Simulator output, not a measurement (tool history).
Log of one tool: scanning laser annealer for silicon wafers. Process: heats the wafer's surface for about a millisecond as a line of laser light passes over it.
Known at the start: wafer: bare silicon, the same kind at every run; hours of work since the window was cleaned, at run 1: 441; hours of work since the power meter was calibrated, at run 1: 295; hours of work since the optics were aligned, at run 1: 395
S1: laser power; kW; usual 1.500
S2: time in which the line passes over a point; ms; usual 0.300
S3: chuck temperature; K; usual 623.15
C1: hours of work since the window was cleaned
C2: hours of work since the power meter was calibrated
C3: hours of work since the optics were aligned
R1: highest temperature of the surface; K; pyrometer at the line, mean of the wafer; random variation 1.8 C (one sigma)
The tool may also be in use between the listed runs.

| run | hour | S1 | S2 | S3 | C1 | C2 | C3 | R1 |
|---|---|---|---|---|---|---|---|---|
| 1 | 0.0 | 1.500 | 0.300 | 623.15 | 441 | 295 | 395 | 1332.15 |
| 2 | 11.3 | 1.500 | 0.300 | 623.15 | 446 | 301 | 401 | 1332.15 |
| 3 | 23.1 | 1.500 | 0.300 | 623.15 | 452 | 307 | 407 | 1330.15 |
| 4 | 37.8 | 1.500 | 0.300 | 623.15 | 459 | 314 | 414 | 1328.15 |
| 5 | 50.9 | 1.500 | 0.300 | 623.15 | 466 | 320 | 421 | 1331.15 |
| 6 | 69.9 | 1.500 | 0.300 | 623.15 | 475 | 330 | 430 | 1330.15 |
| 7 | 84.5 | 1.500 | 0.300 | 623.15 | 482 | 337 | 437 | 1329.15 |
| 8 | 95.9 | 1.500 | 0.300 | 623.15 | 488 | 343 | 443 | 1327.15 |
| 9 | 108.5 | 1.500 | 0.300 | 623.15 | 494 | 349 | 449 | 1325.15 |
| 10 | 128.2 | 1.500 | 0.300 | 623.15 | 504 | 359 | 459 | 1328.15 |
| 11 | 149.1 | 1.500 | 0.300 | 623.15 | 514 | 369 | 469 | 1327.15 |
| 12 | 168.2 | 1.500 | 0.300 | 618.15 | 524 | 378 | 478 | 1320.15 |
| 13 | 182.8 | 1.500 | 0.300 | 618.15 | 531 | 386 | 486 | 1322.15 |
|  | 188.7 | optics aligned, line set to its width |
| 14 | 203.8 | 1.500 | 0.300 | 656.15 | 539 | 393 | 7 | 1358.15 |
| 15 | 222.5 | 1.500 | 0.300 | 656.15 | 548 | 403 | 17 | 1357.15 |
| 16 | 232.9 | 1.500 | 0.300 | 623.15 | 553 | 408 | 22 | 1327.15 |
| 17 | 242.4 | 1.500 | 0.300 | 623.15 | 558 | 412 | 26 | 1325.15 |
|  | 267.7 | optics aligned, line set to its width, once more |
| 18 | 269.8 | 1.500 | 0.300 | 623.15 | 569 | 424 | 1 | 1332.15 |
| 19 | 287.2 | 1.500 | 0.300 | 623.15 | 577 | 432 | 10 | 1331.15 |
| 20 | 303.2 | 1.500 | 0.300 | 623.15 | 585 | 440 | 17 | 1327.15 |
| 21 | 317.4 | 1.308 | 0.256 | 649.15 | 592 | 447 | 25 | 1201.15 |
| 22 | 334.9 | 1.500 | 0.224 | 625.15 | 601 | 456 | 33 | 1227.15 |
| 23 | 344.7 | 1.500 | 0.224 | 625.15 | 606 | 460 | 38 | 1225.15 |
| 24 | 356.6 | 1.500 | 0.224 | 625.15 | 612 | 466 | 44 | 1226.15 |
| 25 | 372.1 | 1.389 | 0.300 | 636.15 | 619 | 474 | 51 | 1279.15 |
| 26 | 388.2 | 1.400 | 0.267 | 636.15 | 627 | 482 | 59 | 1245.15 |
| 27 | 410.3 | 1.400 | 0.288 | 599.15 | 638 | 493 | 70 | 1234.15 |
| 28 | 423.0 | 1.400 | 0.288 | 599.15 | 644 | 499 | 77 | 1234.15 |
| 29 | 434.0 | 1.491 | 0.361 | 641.15 | 650 | 505 | 82 | 1413.15 |
| 30 | 446.7 | 1.500 | 0.300 | 646.15 | 656 | 511 | 88 | 1346.15 |
| 31 | 468.8 | 1.500 | 0.300 | 646.15 | 667 | 522 | 99 | 1349.15 |
| 32 | 486.0 | 1.406 | 0.285 | 592.15 | 675 | 530 | 108 | 1225.15 |
| 33 | 495.8 | 1.368 | 0.358 | 623.15 | 680 | 535 | 113 | 1318.15 |
| 34 | 508.0 | 1.385 | 0.304 | 642.15 | 686 | 541 | 119 | 1287.15 |
| 35 | 526.8 | 1.309 | 0.300 | 609.15 | 696 | 550 | 128 | 1211.15 |
| 36 | 549.6 | 1.309 | 0.300 | 609.15 | 707 | 562 | 139 | 1207.15 |
| 37 | 566.6 | 1.309 | 0.300 | 609.15 | 715 | 570 | 147 | 1207.15 |
| 38 | 583.7 | 1.437 | 0.300 | 583.15 | 724 | 578 | 156 | 1245.15 |
| 39 | 603.0 | 1.500 | 0.300 | 584.15 | 733 | 588 | 165 | 1283.15 |
| 40 | 615.5 | 1.284 | 0.316 | 631.15 | 739 | 594 | 172 | 1228.15 |

4 ways to go on from here, each from the tool as it stands after run 40. What would each give?
| A | 636.3 | 1.284 | 0.234 | 631.15 | 750 | 604 | 182 | ? |
| B | 636.3 | 1.284 | 0.314 | 661.15 | 750 | 604 | 182 | ? |
| C | 636.3 | 1.333 | 0.300 | 623.15 | 750 | 604 | 182 | ? |
| D | 636.3 | 1.500 | 0.300 | 652.15 | 750 | 604 | 182 | ? |

| run | R1 |
|---|---|
| A | 1139.15 |
| B | 1260.15 |
| C | 1233.15 |
| D | 1349.15 |
Without the tool's hidden state the same runs would have given:
| run | R1 |
|---|---|
| A | 1161.15 |
| B | 1286.15 |
| C | 1259.15 |
| D | 1379.15 |
